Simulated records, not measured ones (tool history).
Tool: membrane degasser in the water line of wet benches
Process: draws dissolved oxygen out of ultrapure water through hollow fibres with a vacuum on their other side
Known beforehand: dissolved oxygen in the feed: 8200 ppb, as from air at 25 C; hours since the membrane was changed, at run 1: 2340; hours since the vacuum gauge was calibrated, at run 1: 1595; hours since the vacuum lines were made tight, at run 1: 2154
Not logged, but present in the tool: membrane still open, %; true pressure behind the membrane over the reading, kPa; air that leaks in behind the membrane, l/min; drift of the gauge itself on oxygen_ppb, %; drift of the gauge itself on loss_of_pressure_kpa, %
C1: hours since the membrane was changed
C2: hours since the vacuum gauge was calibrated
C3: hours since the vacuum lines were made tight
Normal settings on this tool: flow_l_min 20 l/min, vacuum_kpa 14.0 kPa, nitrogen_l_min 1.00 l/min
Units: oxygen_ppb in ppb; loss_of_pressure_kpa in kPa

Run 1, hour 0.0: usual settings; C1 2340; C2 1595; C3 2154. Result: oxygen_ppb 511.0 ppb, loss_of_pressure_kpa 60.72 kPa.
Run 2, hour 28.4: usual settings but vacuum_kpa 15.8 kPa; C1 2369; C2 1624; C3 2183. Result: oxygen_ppb 577.2 ppb, loss_of_pressure_kpa 61.39 kPa.
Run 3, hour 58.9: usual settings but vacuum_kpa 15.8 kPa; C1 2399; C2 1654; C3 2213. Result: oxygen_ppb 578.4 ppb, loss_of_pressure_kpa 60.78 kPa.
Run 4, hour 119.0: usual settings but vacuum_kpa 15.8 kPa; C1 2459; C2 1714; C3 2273. Result: oxygen_ppb 580.8 ppb, loss_of_pressure_kpa 60.77 kPa.
Run 5, hour 177.0: usual settings but flow_l_min 21 l/min, vacuum_kpa 15.8 kPa; C1 2517; C2 1772; C3 2331. Result: oxygen_ppb 608.9 ppb, loss_of_pressure_kpa 64.33 kPa.
Run 6, hour 211.1: usual settings but flow_l_min 22 l/min; C1 2551; C2 1806; C3 2366. Result: oxygen_ppb 567.0 ppb, loss_of_pressure_kpa 67.45 kPa.
Run 7, hour 246.1: usual settings but flow_l_min 22 l/min; C1 2586; C2 1841; C3 2400. Result: oxygen_ppb 565.5 ppb, loss_of_pressure_kpa 67.44 kPa.
Run 8, hour 295.9: usual settings but flow_l_min 22 l/min; C1 2636; C2 1891; C3 2450. Result: oxygen_ppb 565.4 ppb, loss_of_pressure_kpa 66.69 kPa.
Run 9, hour 328.9: usual settings but flow_l_min 22 l/min; C1 2669; C2 1924; C3 2483. Result: oxygen_ppb 560.5 ppb, loss_of_pressure_kpa 67.75 kPa.
Run 10, hour 355.5: usual settings but flow_l_min 22 l/min; C1 2696; C2 1951; C3 2510. Result: oxygen_ppb 558.4 ppb, loss_of_pressure_kpa 67.12 kPa.
Run 11, hour 385.3: usual settings but flow_l_min 22 l/min; C1 2725; C2 1980; C3 2540. Result: oxygen_ppb 555.7 ppb, loss_of_pressure_kpa 66.83 kPa.
Run 12, hour 423.5: usual settings but flow_l_min 21 l/min; C1 2764; C2 2019; C3 2578. Result: oxygen_ppb 530.8 ppb, loss_of_pressure_kpa 64.27 kPa.
Run 13, hour 468.6: usual settings but flow_l_min 21 l/min; C1 2809; C2 2064; C3 2623. Result: oxygen_ppb 528.8 ppb, loss_of_pressure_kpa 64.28 kPa.
Run 14, hour 508.9: usual settings but flow_l_min 13 l/min, nitrogen_l_min 2.24 l/min; C1 2849; C2 2104; C3 2663. Result: oxygen_ppb 153.5 ppb, loss_of_pressure_kpa 40.23 kPa.
Run 15, hour 569.1: usual settings but flow_l_min 18 l/min, vacuum_kpa 11.9 kPa, nitrogen_l_min 0.91 l/min; C1 2909; C2 2164; C3 2723. Result: oxygen_ppb 401.4 ppb, loss_of_pressure_kpa 54.78 kPa.
Run 16, hour 622.5: usual settings but flow_l_min 15 l/min, vacuum_kpa 9.8 kPa, nitrogen_l_min 1.70 l/min; C1 2963; C2 2218; C3 2777. Result: oxygen_ppb 151.9 ppb, loss_of_pressure_kpa 45.94 kPa.
Run 17, hour 670.0: usual settings but flow_l_min 14 l/min, vacuum_kpa 18.9 kPa, nitrogen_l_min 1.82 l/min; C1 3010; C2 2265; C3 2824. Result: oxygen_ppb 285.1 ppb, loss_of_pressure_kpa 42.65 kPa.
Run 18, hour 715.8: usual settings but flow_l_min 14 l/min, vacuum_kpa 18.9 kPa, nitrogen_l_min 1.82 l/min; C1 3056; C2 2311; C3 2870. Result: oxygen_ppb 289.8 ppb, loss_of_pressure_kpa 42.77 kPa.
Run 19, hour 743.1: usual settings but flow_l_min 17 l/min, vacuum_kpa 30.4 kPa, nitrogen_l_min 2.31 l/min; C1 3083; C2 2338; C3 2897. Result: oxygen_ppb 475.8 ppb, loss_of_pressure_kpa 51.85 kPa.
Run 20, hour 804.0: usual settings but vacuum_kpa 14.2 kPa, nitrogen_l_min 1.04 l/min; C1 3144; C2 2399; C3 2958. Result: oxygen_ppb 485.2 ppb, loss_of_pressure_kpa 61.32 kPa.
Run 21, hour 841.3: usual settings but flow_l_min 29 l/min, nitrogen_l_min 0.51 l/min; C1 3181; C2 2436; C3 2996. Result: oxygen_ppb 1143.7 ppb, loss_of_pressure_kpa 88.78 kPa.
Run 22, hour 899.9: usual settings but vacuum_kpa 20.1 kPa; C1 3240; C2 2495; C3 3054. Result: oxygen_ppb 725.5 ppb, loss_of_pressure_kpa 61.12 kPa.
Run 23, hour 930.0: usual settings but flow_l_min 26 l/min, vacuum_kpa 9.3 kPa, nitrogen_l_min 0.82 l/min; C1 3270; C2 2525; C3 3084. Result: oxygen_ppb 501.1 ppb, loss_of_pressure_kpa 79.63 kPa.

3 ways to go on from here, each from the tool as it stands after run 23. What would each give?
Run A, hour 966.2: usual settings but flow_l_min 14 l/min, vacuum_kpa 13.8 kPa, nitrogen_l_min 1.09 l/min; C1 3306; C2 2561; C3 3121. Result: oxygen_ppb ?, loss_of_pressure_kpa ?.
Run B, hour 966.2: usual settings but flow_l_min 25 l/min, vacuum_kpa 9.3 kPa, nitrogen_l_min 0.82 l/min; C1 3306; C2 2561; C3 3121. Result: oxygen_ppb ?, loss_of_pressure_kpa ?.
Run C, hour 966.2: usual settings but flow_l_min 26 l/min, vacuum_kpa 13.1 kPa, nitrogen_l_min 0.68 l/min; C1 3306; C2 2561; C3 3121. Result: oxygen_ppb ?, loss_of_pressure_kpa ?.

run  oxygen_ppb  loss_of_pressure_kpa
  A       307.1                 42.67
  B       474.6                 76.24
  C       811.5                 79.78
With no hidden state in the tool, these same runs would have given:
run  oxygen_ppb  loss_of_pressure_kpa
  A       314.9                 42.64
  B       486.6                 76.18
  C       832.2                 79.71

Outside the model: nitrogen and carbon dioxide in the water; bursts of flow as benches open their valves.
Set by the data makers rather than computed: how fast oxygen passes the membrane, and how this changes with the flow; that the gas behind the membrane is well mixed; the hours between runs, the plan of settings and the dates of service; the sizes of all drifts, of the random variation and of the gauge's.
